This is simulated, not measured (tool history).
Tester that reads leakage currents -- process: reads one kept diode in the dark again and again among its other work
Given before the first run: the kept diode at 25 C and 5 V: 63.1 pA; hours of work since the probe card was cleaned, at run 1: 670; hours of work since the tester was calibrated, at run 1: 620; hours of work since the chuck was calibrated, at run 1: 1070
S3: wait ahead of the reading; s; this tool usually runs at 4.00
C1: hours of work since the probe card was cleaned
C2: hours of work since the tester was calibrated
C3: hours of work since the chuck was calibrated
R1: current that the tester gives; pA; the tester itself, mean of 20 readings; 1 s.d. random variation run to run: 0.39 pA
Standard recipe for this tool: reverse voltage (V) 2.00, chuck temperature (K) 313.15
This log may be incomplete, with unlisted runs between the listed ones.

run 1 day=0.000 | reverse_voltage_(V)=2.00 chuck_temperature_(K)=313.15 S3=4.00 | C1=670 C2=620 C3=1070 | R1=145.71
run 2 day=1.025 | reverse_voltage_(V)=2.00 chuck_temperature_(K)=313.15 S3=2.45 | C1=687 C2=637 C3=1087 | R1=146.86
run 3 day=2.954 | reverse_voltage_(V)=2.00 chuck_temperature_(K)=313.15 S3=2.45 | C1=718 C2=668 C3=1118 | R1=146.52
run 4 day=4.942 | reverse_voltage_(V)=2.00 chuck_temperature_(K)=313.15 S3=4.00 | C1=750 C2=700 C3=1150 | R1=148.89
run 5 day=6.221 | reverse_voltage_(V)=2.00 chuck_temperature_(K)=313.15 S3=4.15 | C1=771 C2=721 C3=1171 | R1=147.33
run 6 day=7.667 | reverse_voltage_(V)=2.00 chuck_temperature_(K)=313.15 S3=0.75 | C1=795 C2=745 C3=1195 | R1=149.32
run 7 day=9.533 | reverse_voltage_(V)=2.00 chuck_temperature_(K)=313.15 S3=4.00 | C1=825 C2=775 C3=1225 | R1=148.59
run 8 day=11.075 | reverse_voltage_(V)=2.00 chuck_temperature_(K)=313.15 S3=4.00 | C1=850 C2=800 C3=1250 | R1=149.14
run 9 day=13.271 | reverse_voltage_(V)=2.00 chuck_temperature_(K)=313.15 S3=4.00 | C1=886 C2=836 C3=1286 | R1=150.38
run 10 day=14.425 | reverse_voltage_(V)=2.00 chuck_temperature_(K)=313.15 S3=4.00 | C1=904 C2=854 C3=1304 | R1=150.31
run 11 day=16.054 | reverse_voltage_(V)=2.00 chuck_temperature_(K)=313.15 S3=4.00 | C1=931 C2=881 C3=1331 | R1=151.52
run 12 day=17.929 | reverse_voltage_(V)=2.00 chuck_temperature_(K)=313.15 S3=0.65 | C1=961 C2=911 C3=1361 | R1=152.80
run 13 day=19.942 | reverse_voltage_(V)=2.00 chuck_temperature_(K)=313.15 S3=0.65 | C1=994 C2=944 C3=1394 | R1=153.95
run 14 day=21.671 | reverse_voltage_(V)=2.00 chuck_temperature_(K)=313.15 S3=0.65 | C1=1022 C2=972 C3=1422 | R1=153.35
-- day=22.258 chuck's temperature calibrated
run 15 day=22.821 | reverse_voltage_(V)=2.00 chuck_temperature_(K)=312.15 S3=0.65 | C1=1039 C2=989 C3=9 | R1=119.94
run 16 day=24.117 | reverse_voltage_(V)=2.00 chuck_temperature_(K)=324.15 S3=4.00 | C1=1060 C2=1010 C3=30 | R1=294.12
run 17 day=25.996 | reverse_voltage_(V)=2.00 chuck_temperature_(K)=324.15 S3=4.00 | C1=1091 C2=1041 C3=61 | R1=295.97
run 18 day=28.221 | reverse_voltage_(V)=2.00 chuck_temperature_(K)=324.15 S3=4.00 | C1=1127 C2=1077 C3=97 | R1=296.68
-- day=29.858 probe card cleaned and baked
run 19 day=30.504 | reverse_voltage_(V)=2.00 chuck_temperature_(K)=324.15 S3=4.00 | C1=11 C2=1112 C3=132 | R1=297.43
run 20 day=32.342 | reverse_voltage_(V)=2.00 chuck_temperature_(K)=313.15 S3=4.00 | C1=40 C2=1142 C3=162 | R1=129.51
run 21 day=34.533 | reverse_voltage_(V)=2.00 chuck_temperature_(K)=313.15 S3=4.00 | C1=76 C2=1178 C3=197 | R1=130.64
run 22 day=36.162 | reverse_voltage_(V)=2.00 chuck_temperature_(K)=313.15 S3=4.00 | C1=102 C2=1204 C3=224 | R1=131.46
run 23 day=38.225 | reverse_voltage_(V)=2.00 chuck_temperature_(K)=324.15 S3=7.24 | C1=136 C2=1238 C3=257 | R1=300.12
run 24 day=40.083 | reverse_voltage_(V)=2.00 chuck_temperature_(K)=324.15 S3=7.24 | C1=166 C2=1268 C3=288 | R1=301.67
run 25 day=42.142 | reverse_voltage_(V)=2.00 chuck_temperature_(K)=299.15 S3=4.22 | C1=200 C2=1301 C3=321 | R1=42.90
run 26 day=43.625 | reverse_voltage_(V)=2.00 chuck_temperature_(K)=299.15 S3=4.22 | C1=224 C2=1325 C3=345 | R1=42.80
run 27 day=44.642 | reverse_voltage_(V)=2.00 chuck_temperature_(K)=299.15 S3=4.22 | C1=240 C2=1342 C3=362 | R1=42.91
run 28 day=45.996 | reverse_voltage_(V)=3.29 chuck_temperature_(K)=299.15 S3=1.08 | C1=262 C2=1364 C3=384 | R1=58.28
run 29 day=48.258 | reverse_voltage_(V)=3.29 chuck_temperature_(K)=299.15 S3=1.08 | C1=299 C2=1401 C3=420 | R1=58.70

What will run 30 give?
run 30 day=49.596 | reverse_voltage_(V)=3.29 chuck_temperature_(K)=299.15 S3=1.08 | C1=321 C2=1422 C3=442 | R1=?

{"run 30": {"R1": 59.11}}
Were there no unlogged condition in the tool, this run, its random variation unchanged, would have produced R1 55.23 pA.
